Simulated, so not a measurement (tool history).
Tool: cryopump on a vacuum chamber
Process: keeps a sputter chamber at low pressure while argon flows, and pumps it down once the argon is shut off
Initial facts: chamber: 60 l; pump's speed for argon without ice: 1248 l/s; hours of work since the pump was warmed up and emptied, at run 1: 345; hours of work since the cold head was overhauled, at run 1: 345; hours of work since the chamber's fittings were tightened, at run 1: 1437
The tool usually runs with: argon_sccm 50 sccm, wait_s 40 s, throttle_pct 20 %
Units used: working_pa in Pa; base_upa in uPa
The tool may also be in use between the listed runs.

run	hour	argon_sccm	wait_s	throttle_pct	hours of work since the pump was warmed up and emptied	hours of work since the cold head was overhauled	hours of work since the chamber's fittings were tightened	working_pa	base_upa
1	0	50	40	20	345	345	1437	0.3461	4.01
2	14.4	50	40	20	354	354	1446	0.3447	3.96
3	25	91	40	20	361	361	1453	0.6262	3.92
4	42	91	40	20	372	372	1464	0.6229	4.15
5	60.2	91	40	19	383	383	1476	0.6553	4
6	82.2	91	40	19	397	397	1490	0.6555	4.09
7	103	50	40	20	411	411	1503	0.3466	4.15
8	123.8	50	52	20	424	424	1517	0.3442	3.59
9	147.6	50	52	20	439	439	1532	0.3465	3.63
10	166.1	50	52	20	451	451	1544	0.3452	3.59
# hour 184.7: leaking fittings of the chamber tightened, without venting
11	192	50	52	20	466	466	5	0.3485	2.14
12	214	21	52	20	480	480	19	0.1457	2.2
13	235.2	50	23	20	494	494	32	0.3487	4.72
14	256.1	50	29	20	507	507	46	0.3471	3.75
15	267.1	50	29	20	514	514	53	0.346	3.72
16	282.4	50	40	20	524	524	63	0.3462	2.86
17	298.5	50	40	20	535	535	73	0.3495	2.89
18	310.3	52	39	42	542	542	80	0.18	2.86
19	324.1	52	39	42	551	551	89	0.1768	2.97
20	345.6	58	40	20	565	565	103	0.4032	2.92
21	368.2	32	185	54	579	579	118	0.0859	1
22	388.1	32	185	54	592	592	130	0.0872	1
23	404.2	41	74	59	602	602	141	0.1033	1.75
24	428.7	89	205	20	618	618	156	0.6191	0.96
25	440.9	27	30	20	626	626	164	0.1887	3.78
26	451.8	62	99	20	633	633	171	0.4327	1.47
27	464.1	62	99	20	641	641	179	0.4334	1.48
28	484.7	60	109	43	654	654	192	0.2041	1.39
29	496.3	87	27	20	661	661	200	0.6064	4.29
30	506.5	87	27	20	668	668	206	0.6112	4.2
31	524.9	87	27	20	680	680	218	0.6109	4.24
32	547.7	50	35	23	694	694	233	0.3056	3.4
33	562.1	50	35	23	704	704	242	0.3067	3.39
34	581.2	50	225	49	716	716	254	0.1503	1.08

Per-run results on a tool with no hidden state, each run keeping its own random variation:
The hidden state here: pump's speed, % of a pump's without ice; cold plate's temperature, K; leak into the chamber, uPa l/s; drift of the gauge itself on working_pa, %; drift of the gauge itself on base_upa, %.
run	working_pa	base_upa
1	0.3403	2.73
2	0.3387	2.67
3	0.6151	2.64
4	0.6116	2.78
5	0.6435	2.66
6	0.6433	2.73
7	0.3396	2.76
8	0.337	2.18
9	0.3389	2.19
10	0.3374	2.16
11	0.3404	2.05
12	0.1422	2.1
13	0.34	4.61
14	0.3382	3.62
15	0.337	3.58
16	0.337	2.71
17	0.34	2.73
18	0.17	2.71
19	0.1667	2.8
20	0.3916	2.73
21	0.0793	0.79
22	0.0804	0.78
23	0.0944	1.53
24	0.5994	0.71
25	0.1826	3.53
26	0.4186	1.21
27	0.4191	1.22
28	0.1899	1.11
29	0.5857	3.99
30	0.59	3.89
31	0.5893	3.92
32	0.293	3.07
33	0.2939	3.05
34	0.1372	0.72
